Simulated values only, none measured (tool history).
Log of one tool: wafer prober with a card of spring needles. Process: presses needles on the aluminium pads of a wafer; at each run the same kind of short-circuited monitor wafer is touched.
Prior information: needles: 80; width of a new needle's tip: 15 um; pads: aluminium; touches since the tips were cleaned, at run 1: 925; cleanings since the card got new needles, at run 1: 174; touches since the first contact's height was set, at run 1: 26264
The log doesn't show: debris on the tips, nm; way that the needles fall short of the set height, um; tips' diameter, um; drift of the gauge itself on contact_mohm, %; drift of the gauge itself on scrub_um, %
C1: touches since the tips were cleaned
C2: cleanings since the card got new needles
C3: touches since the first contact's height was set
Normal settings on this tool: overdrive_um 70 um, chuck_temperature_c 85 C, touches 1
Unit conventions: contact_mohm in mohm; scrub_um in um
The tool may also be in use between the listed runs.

{"run": 1, "hour": 0.0, "overdrive_um": 70, "chuck_temperature_c": 85, "touches": 1, "C1": 925, "C2": 174, "C3": 26264, "contact_mohm": 134, "scrub_um": 12.55}
{"hour": 10.1, "done": "tips cleaned on abrasive film"}
{"hour": 22.6, "done": "tips cleaned on abrasive film"}
{"hour": 35.2, "done": "tips cleaned on abrasive film"}
{"run": 2, "hour": 37.1, "overdrive_um": 70, "chuck_temperature_c": 85, "touches": 1, "C1": 797, "C2": 177, "C3": 41841, "contact_mohm": 134, "scrub_um": 12.49}
{"hour": 47.1, "done": "tips cleaned on abrasive film"}
{"hour": 59.7, "done": "tips cleaned on abrasive film"}
{"hour": 72.2, "done": "tips cleaned on abrasive film"}
{"hour": 84.8, "done": "tips cleaned on abrasive film"}
{"run": 3, "hour": 92.7, "overdrive_um": 70, "chuck_temperature_c": 85, "touches": 1, "C1": 3330, "C2": 181, "C3": 65231, "contact_mohm": 149, "scrub_um": 12.45}
{"hour": 95.2, "done": "tips cleaned on abrasive film"}
{"hour": 105.3, "done": "tips cleaned on abrasive film"}
{"hour": 117.9, "done": "tips cleaned on abrasive film"}
{"hour": 130.4, "done": "tips cleaned on abrasive film"}
{"hour": 140.5, "done": "tips cleaned on abrasive film"}
{"hour": 151.5, "done": "tips cleaned on abrasive film"}
{"run": 4, "hour": 151.5, "overdrive_um": 70, "chuck_temperature_c": 85, "touches": 1, "C1": 0, "C2": 187, "C3": 89903, "contact_mohm": 128, "scrub_um": 12.34}
{"hour": 161.6, "done": "tips cleaned on abrasive film"}
{"hour": 174.1, "done": "tips cleaned on abrasive film"}
{"hour": 186.7, "done": "tips cleaned on abrasive film"}
{"hour": 194.5, "done": "height of the first contact set anew"}
{"hour": 199.5, "done": "tips cleaned on abrasive film"}
{"run": 5, "hour": 205.6, "overdrive_um": 70, "chuck_temperature_c": 85, "touches": 1, "C1": 2565, "C2": 191, "C3": 4677, "contact_mohm": 147, "scrub_um": 12.61}
{"hour": 210.7, "done": "tips cleaned on abrasive film"}
{"hour": 223.2, "done": "tips cleaned on abrasive film"}
{"run": 6, "hour": 230.4, "overdrive_um": 70, "chuck_temperature_c": 85, "touches": 1, "C1": 3050, "C2": 193, "C3": 15119, "contact_mohm": 149, "scrub_um": 12.62}
{"hour": 235.5, "done": "tips cleaned on abrasive film"}
{"hour": 248.1, "done": "tips cleaned on abrasive film"}
{"hour": 260.6, "done": "tips cleaned on abrasive film"}
{"hour": 270.7, "done": "tips cleaned on abrasive film"}
{"run": 7, "hour": 278.3, "overdrive_um": 66, "chuck_temperature_c": 85, "touches": 1, "C1": 3222, "C2": 197, "C3": 35235, "contact_mohm": 156, "scrub_um": 11.83}
{"hour": 280.9, "done": "tips cleaned on abrasive film"}
{"hour": 291.0, "done": "tips cleaned on abrasive film"}
{"hour": 303.5, "done": "tips cleaned on abrasive film"}
{"hour": 316.1, "done": "tips cleaned on abrasive film"}
{"hour": 326.1, "done": "tips cleaned on abrasive film"}
{"run": 8, "hour": 330.5, "overdrive_um": 66, "chuck_temperature_c": 85, "touches": 1, "C1": 1851, "C2": 202, "C3": 57139, "contact_mohm": 146, "scrub_um": 11.72}
{"hour": 338.1, "done": "tips cleaned on abrasive film"}
{"hour": 350.6, "done": "tips cleaned on abrasive film"}
{"hour": 363.2, "done": "tips cleaned on abrasive film"}
{"run": 9, "hour": 367.7, "overdrive_um": 66, "chuck_temperature_c": 85, "touches": 1, "C1": 1929, "C2": 205, "C3": 72793, "contact_mohm": 148, "scrub_um": 11.68}
{"hour": 375.3, "done": "tips cleaned on abrasive film"}
{"hour": 387.9, "done": "tips cleaned on abrasive film"}
{"hour": 400.4, "done": "tips cleaned on abrasive film"}
{"run": 10, "hour": 406.2, "overdrive_um": 66, "chuck_temperature_c": 85, "touches": 1, "C1": 2455, "C2": 208, "C3": 88974, "contact_mohm": 153, "scrub_um": 11.68}
{"hour": 411.3, "done": "tips cleaned on abrasive film"}
{"hour": 423.9, "done": "tips cleaned on abrasive film"}
{"hour": 436.4, "done": "tips cleaned on abrasive film"}
{"hour": 449.0, "done": "tips cleaned on abrasive film"}
{"hour": 451.8, "done": "height of the first contact set anew"}
{"run": 11, "hour": 457.2, "overdrive_um": 66, "chuck_temperature_c": 85, "touches": 1, "C1": 3358, "C2": 212, "C3": 2302, "contact_mohm": 152, "scrub_um": 11.89}
{"hour": 459.8, "done": "tips cleaned on abrasive film"}
{"hour": 472.4, "done": "tips cleaned on abrasive film"}
{"hour": 484.9, "done": "tips cleaned on abrasive film"}
{"hour": 497.0, "done": "tips cleaned on abrasive film"}
{"run": 12, "hour": 497.0, "overdrive_um": 66, "chuck_temperature_c": 85, "touches": 1, "C1": 0, "C2": 216, "C3": 18989, "contact_mohm": 129, "scrub_um": 11.86}
{"hour": 507.1, "done": "tips cleaned on abrasive film"}
{"hour": 519.6, "done": "tips cleaned on abrasive film"}
{"hour": 532.2, "done": "tips cleaned on abrasive film"}
{"run": 13, "hour": 541.6, "overdrive_um": 70, "chuck_temperature_c": 85, "touches": 1, "C1": 3983, "C2": 219, "C3": 37752, "contact_mohm": 154, "scrub_um": 12.55}
{"hour": 544.2, "done": "tips cleaned on abrasive film"}
{"hour": 556.7, "done": "tips cleaned on abrasive film"}
{"hour": 569.3, "done": "tips cleaned on abrasive film"}
{"hour": 580.9, "done": "tips cleaned on abrasive film"}
{"run": 14, "hour": 580.9, "overdrive_um": 81, "chuck_temperature_c": 122, "touches": 2, "C1": 0, "C2": 223, "C3": 54254, "contact_mohm": 128, "scrub_um": 14.46}
{"hour": 593.5, "done": "tips cleaned on abrasive film"}
{"hour": 606.1, "done": "tips cleaned on abrasive film"}
{"hour": 618.4, "done": "tips cleaned on abrasive film"}
{"run": 15, "hour": 618.4, "overdrive_um": 70, "chuck_temperature_c": 28, "touches": 1, "C1": 0, "C2": 226, "C3": 69984, "contact_mohm": 119, "scrub_um": 12.4}
{"hour": 628.4, "done": "tips cleaned on abrasive film"}
{"hour": 641.0, "done": "tips cleaned on abrasive film"}
{"run": 16, "hour": 648.1, "overdrive_um": 70, "chuck_temperature_c": 28, "touches": 1, "C1": 3005, "C2": 228, "C3": 82492, "contact_mohm": 143, "scrub_um": 12.39}
{"hour": 653.2, "done": "tips cleaned on abrasive film"}
{"hour": 665.7, "done": "tips cleaned on abrasive film"}
{"hour": 675.8, "done": "tips cleaned on abrasive film"}
{"run": 17, "hour": 680.1, "overdrive_um": 66, "chuck_temperature_c": 85, "touches": 3, "C1": 1828, "C2": 231, "C3": 95934, "contact_mohm": 138, "scrub_um": 11.62}
{"hour": 687.7, "done": "tips cleaned on abrasive film"}
{"hour": 700.2, "done": "tips cleaned on abrasive film"}
{"hour": 710.5, "done": "height of the first contact set anew"}
{"hour": 713.1, "done": "tips cleaned on abrasive film"}
{"hour": 723.2, "done": "tips cleaned on abrasive film"}
{"run": 18, "hour": 730.2, "overdrive_um": 67, "chuck_temperature_c": 73, "touches": 2, "C1": 2974, "C2": 235, "C3": 8253, "contact_mohm": 142, "scrub_um": 12.03}
{"hour": 735.3, "done": "tips cleaned on abrasive film"}
{"hour": 745.3, "done": "tips cleaned on abrasive film"}
{"hour": 757.9, "done": "tips cleaned on abrasive film"}
{"run": 19, "hour": 766.7, "overdrive_um": 75, "chuck_temperature_c": 75, "touches": 1, "C1": 3742, "C2": 238, "C3": 23608, "contact_mohm": 149, "scrub_um": 13.44}
{"hour": 769.3, "done": "tips cleaned on abrasive film"}
{"hour": 779.4, "done": "tips cleaned on abrasive film"}
{"hour": 791.9, "done": "tips cleaned on abrasive film"}
{"hour": 804.5, "done": "tips cleaned on abrasive film"}
{"run": 20, "hour": 810.7, "overdrive_um": 61, "chuck_temperature_c": 85, "touches": 3, "C1": 2608, "C2": 242, "C3": 42052, "contact_mohm": 141, "scrub_um": 10.88}
{"hour": 815.7, "done": "tips cleaned on abrasive film"}
{"hour": 828.3, "done": "tips cleaned on abrasive film"}
{"hour": 840.9, "done": "tips cleaned on abrasive film"}
{"hour": 850.9, "done": "tips cleaned on abrasive film"}
{"hour": 863.5, "done": "tips cleaned on abrasive film"}
{"run": 21, "hour": 871.5, "overdrive_um": 61, "chuck_temperature_c": 85, "touches": 3, "C1": 3404, "C2": 247, "C3": 67629, "contact_mohm": 142, "scrub_um": 10.82}
{"hour": 874.1, "done": "tips cleaned on abrasive film"}
{"hour": 886.7, "done": "tips cleaned on abrasive film"}
{"hour": 899.2, "done": "tips cleaned on abrasive film"}
{"run": 22, "hour": 908.5, "overdrive_um": 61, "chuck_temperature_c": 85, "touches": 3, "C1": 3941, "C2": 250, "C3": 83182, "contact_mohm": 143, "scrub_um": 10.76}
{"hour": 911.1, "done": "tips cleaned on abrasive film"}
{"hour": 921.2, "done": "tips cleaned on abrasive film"}
{"hour": 933.7, "done": "tips cleaned on abrasive film"}
{"hour": 946.3, "done": "tips cleaned on abrasive film"}
{"hour": 958.9, "done": "tips cleaned on abrasive film"}
{"run": 23, "hour": 959.3, "overdrive_um": 70, "chuck_temperature_c": 85, "touches": 2, "C1": 188, "C2": 255, "C3": 104485, "contact_mohm": 130, "scrub_um": 12.33}
{"hour": 967.1, "done": "height of the first contact set anew"}
{"hour": 969.7, "done": "tips cleaned on abrasive film"}
{"hour": 982.2, "done": "tips cleaned on abrasive film"}
{"hour": 992.3, "done": "tips cleaned on abrasive film"}
{"hour": 1004.9, "done": "tips cleaned on abrasive film"}
{"run": 24, "hour": 1010.3, "overdrive_um": 52, "chuck_temperature_c": 85, "touches": 3, "C1": 2309, "C2": 259, "C3": 18145, "contact_mohm": 148, "scrub_um": 9.3}
{"hour": 1015.4, "done": "tips cleaned on abrasive film"}
{"hour": 1025.4, "done": "tips cleaned on abrasive film"}
{"hour": 1038.0, "done": "tips cleaned on abrasive film"}
{"hour": 1050.6, "done": "tips cleaned on abrasive film"}
{"run": 25, "hour": 1054.6, "overdrive_um": 70, "chuck_temperature_c": 85, "touches": 1, "C1": 1716, "C2": 263, "C3": 36750, "contact_mohm": 148, "scrub_um": 12.52}

Branching from run 25: 3 alternative next runs. What would each branch give?
{"hour": 1062.2, "done": "tips cleaned on abrasive film"}
{"hour": 1072.3, "done": "tips cleaned on abrasive film"}
{"hour": 1084.8, "done": "tips cleaned on abrasive film"}
{"run": "A", "hour": 1085.3, "overdrive_um": 82, "chuck_temperature_c": 90, "touches": 1, "C1": 216, "C2": 266, "C3": 49636, "contact_mohm": "?", "scrub_um": "?"}
{"hour": 1062.2, "done": "tips cleaned on abrasive film"}
{"hour": 1072.3, "done": "tips cleaned on abrasive film"}
{"hour": 1084.8, "done": "tips cleaned on abrasive film"}
{"run": "B", "hour": 1085.3, "overdrive_um": 60, "chuck_temperature_c": 28, "touches": 3, "C1": 216, "C2": 266, "C3": 49636, "contact_mohm": "?", "scrub_um": "?"}
{"hour": 1062.2, "done": "tips cleaned on abrasive film"}
{"hour": 1072.3, "done": "tips cleaned on abrasive film"}
{"hour": 1084.8, "done": "tips cleaned on abrasive film"}
{"run": "C", "hour": 1085.3, "overdrive_um": 70, "chuck_temperature_c": 37, "touches": 1, "C1": 216, "C2": 266, "C3": 49636, "contact_mohm": "?", "scrub_um": "?"}

run=A contact_mohm=130 scrub_um=14.65
run=B contact_mohm=120 scrub_um=10.66
run=C contact_mohm=124 scrub_um=12.5
Take away the tool's hidden state, keep each run's random variation, and the runs would have read:
run=A contact_mohm=122 scrub_um=14.79
run=B contact_mohm=112 scrub_um=10.8
run=C contact_mohm=114 scrub_um=12.63

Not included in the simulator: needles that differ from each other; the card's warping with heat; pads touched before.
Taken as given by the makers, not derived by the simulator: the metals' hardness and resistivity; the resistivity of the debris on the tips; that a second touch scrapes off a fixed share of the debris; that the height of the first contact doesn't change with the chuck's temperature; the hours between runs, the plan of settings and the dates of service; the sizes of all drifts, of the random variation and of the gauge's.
